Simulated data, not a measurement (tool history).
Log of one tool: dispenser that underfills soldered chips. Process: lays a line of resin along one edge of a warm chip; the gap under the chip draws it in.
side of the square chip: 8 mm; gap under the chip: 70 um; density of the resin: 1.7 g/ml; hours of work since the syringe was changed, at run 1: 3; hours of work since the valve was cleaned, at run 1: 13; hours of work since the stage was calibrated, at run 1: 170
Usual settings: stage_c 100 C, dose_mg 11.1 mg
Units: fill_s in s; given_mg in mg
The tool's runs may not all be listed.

| run | hour | stage_c | dose_mg | hours of work since the syringe was changed | hours of work since the valve was cleaned | hours of work since the stage was calibrated | fill_s | given_mg |
|---|---|---|---|---|---|---|---|---|
| 1 | 0.0 | 100 | 11.1 | 3 | 13 | 170 | 48.0 | 11.05 |
| 2 | 3.7 | 100 | 11.1 | 5 | 16 | 172 | 58.2 | 11.03 |
|  | 6.3 | new syringe of resin |
| 3 | 9.0 | 100 | 11.1 | 2 | 20 | 176 | 46.7 | 11.03 |
| 4 | 12.9 | 100 | 11.1 | 5 | 23 | 179 | 58.1 | 11.01 |
|  | 16.0 | new syringe of resin |
| 5 | 17.7 | 100 | 11.1 | 1 | 26 | 182 | 44.2 | 11.03 |
| 6 | 20.8 | 100 | 11.1 | 4 | 28 | 185 | 50.1 | 11.02 |
| 7 | 25.3 | 100 | 13.5 | 7 | 32 | 188 | 62.9 | 13.38 |
|  | 25.9 | new syringe of resin |
| 8 | 28.2 | 100 | 11.1 | 2 | 34 | 190 | 46.2 | 10.96 |
| 9 | 32.8 | 100 | 11.1 | 5 | 37 | 194 | 60.3 | 10.93 |
|  | 35.8 | new syringe of resin |
| 10 | 37.0 | 100 | 10.6 | 1 | 40 | 197 | 44.5 | 10.48 |
| 11 | 40.9 | 100 | 10.6 | 4 | 43 | 199 | 53.6 | 10.47 |
| 12 | 43.3 | 100 | 10.6 | 6 | 45 | 201 | 60.9 | 10.49 |
|  | 45.4 | new syringe of resin |
| 13 | 46.2 | 88 | 9.9 | 1 | 47 | 203 | 62.8 | 9.76 |
| 14 | 50.8 | 87 | 11.0 | 4 | 50 | 207 | 80.3 | 10.81 |
|  | 55.2 | new syringe of resin |
| 15 | 55.3 | 95 | 14.1 | 0 | 53 | 210 | 45.3 | 13.85 |
| 16 | 60.7 | 95 | 14.1 | 4 | 57 | 214 | 60.7 | 13.81 |
| 17 | 63.4 | 98 | 10.0 | 6 | 59 | 216 | 66.4 | 9.83 |
|  | 65.1 | new syringe of resin |
| 18 | 67.1 | 112 | 13.5 | 1 | 62 | 218 | 31.0 | 13.30 |
| 19 | 71.5 | 100 | 14.2 | 5 | 65 | 222 | 55.2 | 13.91 |
| 20 | 73.9 | 88 | 11.1 | 7 | 67 | 224 | 89.5 | 10.91 |
|  | 75.1 | new syringe of resin |
| 21 | 79.0 | 88 | 11.1 | 3 | 71 | 227 | 70.8 | 10.86 |
| 22 | 84.3 | 101 | 11.1 | 7 | 75 | 231 | 63.8 | 10.84 |
|  | 84.9 | new syringe of resin |
|  | 85.9 | dispensing valve cleaned and set on the balance |
| 23 | 88.4 | 115 | 13.8 | 2 | 2 | 233 | 28.2 | 13.76 |
| 24 | 92.2 | 108 | 11.1 | 5 | 5 | 236 | 43.5 | 11.06 |

5 ways to go on from here, each from the tool as it stands after run 24. What would each give?
|  | 95.7 | new syringe of resin |
| A | 96.4 | 105 | 11.6 | 0 | 8 | 239 | ? | ? |
|  | 95.7 | new syringe of resin |
| B | 96.4 | 105 | 12.8 | 0 | 8 | 239 | ? | ? |
|  | 95.7 | new syringe of resin |
| C | 96.4 | 90 | 10.4 | 0 | 8 | 239 | ? | ? |
|  | 95.7 | new syringe of resin |
| D | 96.4 | 113 | 12.3 | 0 | 8 | 239 | ? | ? |
|  | 95.7 | new syringe of resin |
| E | 96.4 | 100 | 12.7 | 0 | 8 | 239 | ? | ? |

| run | fill_s | given_mg |
|---|---|---|
| A | 36.0 | 11.56 |
| B | 35.5 | 12.73 |
| C | 55.7 | 10.39 |
| D | 28.7 | 12.24 |
| E | 40.4 | 12.62 |
Without the tool's hidden state the same runs would have given:
| run | fill_s | given_mg |
|---|---|---|
| A | 36.3 | 11.61 |
| B | 35.9 | 12.79 |
| C | 56.5 | 10.43 |
| D | 28.9 | 12.29 |
| E | 40.8 | 12.67 |

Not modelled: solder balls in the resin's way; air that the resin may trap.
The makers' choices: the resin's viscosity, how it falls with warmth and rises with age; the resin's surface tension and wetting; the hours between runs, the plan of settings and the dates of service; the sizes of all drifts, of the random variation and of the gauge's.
